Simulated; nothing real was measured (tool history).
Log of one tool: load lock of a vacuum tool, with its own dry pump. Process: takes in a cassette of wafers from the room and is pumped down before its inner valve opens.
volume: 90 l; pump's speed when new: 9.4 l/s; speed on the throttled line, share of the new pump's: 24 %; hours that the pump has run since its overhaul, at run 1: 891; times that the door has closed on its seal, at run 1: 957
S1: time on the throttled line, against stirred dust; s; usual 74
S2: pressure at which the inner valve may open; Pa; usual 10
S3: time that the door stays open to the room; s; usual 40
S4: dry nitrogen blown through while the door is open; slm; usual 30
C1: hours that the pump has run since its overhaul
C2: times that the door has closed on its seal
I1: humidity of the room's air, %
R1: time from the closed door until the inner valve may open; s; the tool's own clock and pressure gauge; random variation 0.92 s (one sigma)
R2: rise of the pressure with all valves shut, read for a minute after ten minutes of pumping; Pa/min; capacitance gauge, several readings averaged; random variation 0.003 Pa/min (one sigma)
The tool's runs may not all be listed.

Run 1, hour 0.0: usual settings; C1 891; C2 957; I1 44.3. Result: R1 147.9 s, R2 0.026 Pa/min.
Run 2, hour 126.6: usual settings but S2 12 Pa; C1 1018; C2 1260; I1 42.5. Result: R1 145.2 s, R2 0.023 Pa/min.
Run 3, hour 199.0: usual settings but S2 12 Pa, S3 114 s; C1 1090; C2 1434; I1 49.8. Result: R1 145.1 s, R2 0.037 Pa/min.
Run 4, hour 322.7: usual settings but S2 12 Pa, S3 114 s; C1 1214; C2 1731; I1 42.2. Result: R1 146.6 s, R2 0.037 Pa/min.
Run 5, hour 437.9: usual settings but S1 44 s; C1 1329; C2 2007; I1 46.1. Result: R1 125.4 s, R2 0.033 Pa/min.
Run 6, hour 511.2: usual settings; C1 1403; C2 2183; I1 43.2. Result: R1 148.2 s, R2 0.028 Pa/min.
Run 7, hour 595.7: usual settings; C1 1487; C2 2386; I1 44.6. Result: R1 147.2 s, R2 0.027 Pa/min.
Run 8, hour 705.4: usual settings; C1 1597; C2 2649; I1 43.6. Result: R1 147.4 s, R2 0.034 Pa/min.
Run 9, hour 798.6: usual settings; C1 1690; C2 2872; I1 48.1. Result: R1 148.3 s, R2 0.030 Pa/min.
Run 10, hour 862.3: usual settings; C1 1754; C2 3025; I1 42.4. Result: R1 147.7 s, R2 0.038 Pa/min.
Run 11, hour 969.3: usual settings; C1 1861; C2 3282; I1 46.1. Result: R1 149.0 s, R2 0.034 Pa/min.
Run 12, hour 1093.8: usual settings but S3 47 s; C1 1985; C2 3581; I1 46.2. Result: R1 147.7 s, R2 0.040 Pa/min.
Run 13, hour 1192.1: usual settings; C1 2084; C2 3817; I1 49.3. Result: R1 147.5 s, R2 0.044 Pa/min.
Run 14, hour 1317.1: usual settings; C1 2209; C2 4117; I1 47.4. Result: R1 149.7 s, R2 0.046 Pa/min.
Run 15, hour 1440.1: usual settings but S4 12 slm; C1 2331; C2 4411; I1 46.8. Result: R1 149.4 s, R2 0.048 Pa/min.
Run 16, hour 1502.1: usual settings but S4 12 slm; C1 2394; C2 4560; I1 46.0. Result: R1 148.8 s, R2 0.044 Pa/min.
Run 17, hour 1635.2: usual settings but S4 12 slm; C1 2527; C2 4880; I1 46.3. Result: R1 149.5 s, R2 0.055 Pa/min.
Run 18, hour 1764.8: usual settings; C1 2656; C2 5190; I1 43.7. Result: R1 149.9 s, R2 0.041 Pa/min.
Run 19, hour 1834.6: usual settings but S2 11 Pa, S4 16 slm; C1 2726; C2 5358; I1 46.1. Result: R1 149.0 s, R2 0.049 Pa/min.
Run 20, hour 1908.2: usual settings but S2 11 Pa, S4 16 slm; C1 2800; C2 5534; I1 44.5. Result: R1 149.7 s, R2 0.054 Pa/min.
Run 21, hour 2041.7: usual settings but S3 109 s; C1 2933; C2 5855; I1 46.6. Result: R1 149.2 s, R2 0.062 Pa/min.
Run 22, hour 2144.7: usual settings but S2 7 Pa, S3 69 s, S4 38 slm; C1 3036; C2 6102; I1 41.0. Result: R1 153.2 s, R2 0.054 Pa/min.
Run 23, hour 2283.0: usual settings but S1 104 s, S2 15 Pa, S3 69 s, S4 6 slm; C1 3174; C2 6434; I1 44.5. Result: R1 168.7 s, R2 0.072 Pa/min.
Run 24, hour 2341.4: usual settings but S1 104 s, S2 15 Pa, S3 85 s, S4 16 slm; C1 3233; C2 6574; I1 43.6. Result: R1 166.4 s, R2 0.076 Pa/min.
Run 25, hour 2427.7: usual settings but S1 69 s, S2 13 Pa, S3 214 s, S4 10 slm; C1 3319; C2 6781; I1 45.5. Result: R1 144.0 s, R2 0.097 Pa/min.
Run 26, hour 2542.5: usual settings but S1 61 s, S2 7 Pa, S3 202 s; C1 3434; C2 7056; I1 43.1. Result: R1 145.5 s, R2 0.079 Pa/min.
Run 27, hour 2610.3: usual settings but S3 118 s, S4 5 slm; C1 3502; C2 7219; I1 44.5. Result: R1 151.2 s, R2 0.091 Pa/min.
Run 28, hour 2738.8: usual settings but S3 118 s, S4 5 slm; C1 3630; C2 7527; I1 47.2. Result: R1 150.3 s, R2 0.090 Pa/min.
Run 29, hour 2826.7: usual settings but S1 42 s, S2 16 Pa, S3 90 s, S4 23 slm; C1 3718; C2 7738; I1 44.0. Result: R1 123.9 s, R2 0.076 Pa/min.
Run 30, hour 2951.9: usual settings; C1 3843; C2 8038; I1 48.5. Result: R1 151.4 s, R2 0.073 Pa/min.
Run 31, hour 3016.2: usual settings; C1 3908; C2 8193; I1 45.1. Result: R1 150.5 s, R2 0.073 Pa/min.
Run 32, hour 3105.2: usual settings but S1 42 s, S2 8 Pa, S3 233 s, S4 8 slm; C1 3997; C2 8406; I1 47.7. Result: R1 131.5 s, R2 0.118 Pa/min.
Run 33, hour 3190.3: usual settings but S2 9 Pa; C1 4082; C2 8610; I1 44.0. Result: R1 154.0 s, R2 0.081 Pa/min.
Run 34, hour 3294.9: usual settings but S1 102 s, S2 9 Pa, S3 33 s; C1 4186; C2 8861; I1 42.8. Result: R1 172.4 s, R2 0.077 Pa/min.
Run 35, hour 3429.0: usual settings but S1 148 s, S2 11 Pa, S3 29 s, S4 10 slm; C1 4320; C2 9183; I1 45.7. Result: R1 203.6 s, R2 0.087 Pa/min.
Run 36, hour 3558.5: usual settings but S1 45 s; C1 4450; C2 9494; I1 48.5. Result: R1 129.8 s, R2 0.083 Pa/min.

Some steps in R1 between neighbouring runs. How much of each would the tool show without its hidden state too (settings, what came in, random variation), and how much is left for the hidden state, with any gauge scatter that isn't in both results?
The hidden state here: pump's speed, % of a new pump's; leak at the door's seal, Pa l/s; drift of the gauge itself on ready_s, %; drift of the gauge itself on rise_pa_min, %.
Run 25 -> 26: S1 69 -> 61, S2 13 -> 7, S3 214 -> 202, S4 10 -> 30. R1 +1.5 s: hidden state +1.0, all else +0.5.
Run 29 -> 30: S1 42 -> 74, S2 16 -> 10, S3 90 -> 40, S4 23 -> 30. R1 +27.5 s: hidden state +0.0, all else +27.5.
Run 31 -> 32: S1 74 -> 42, S2 10 -> 8, S3 40 -> 233, S4 30 -> 8. R1 -19.0 s: hidden state +1.1, all else -20.1.
Run 34 -> 35: S1 102 -> 148, S2 9 -> 11, S3 33 -> 29, S4 30 -> 10. R1 +31.2 s: hidden state -1.0, all else +32.2.
Run 35 -> 36: S1 148 -> 45, S2 11 -> 10, S3 29 -> 40, S4 10 -> 30. R1 -73.8 s: hidden state +2.6, all else -76.4.

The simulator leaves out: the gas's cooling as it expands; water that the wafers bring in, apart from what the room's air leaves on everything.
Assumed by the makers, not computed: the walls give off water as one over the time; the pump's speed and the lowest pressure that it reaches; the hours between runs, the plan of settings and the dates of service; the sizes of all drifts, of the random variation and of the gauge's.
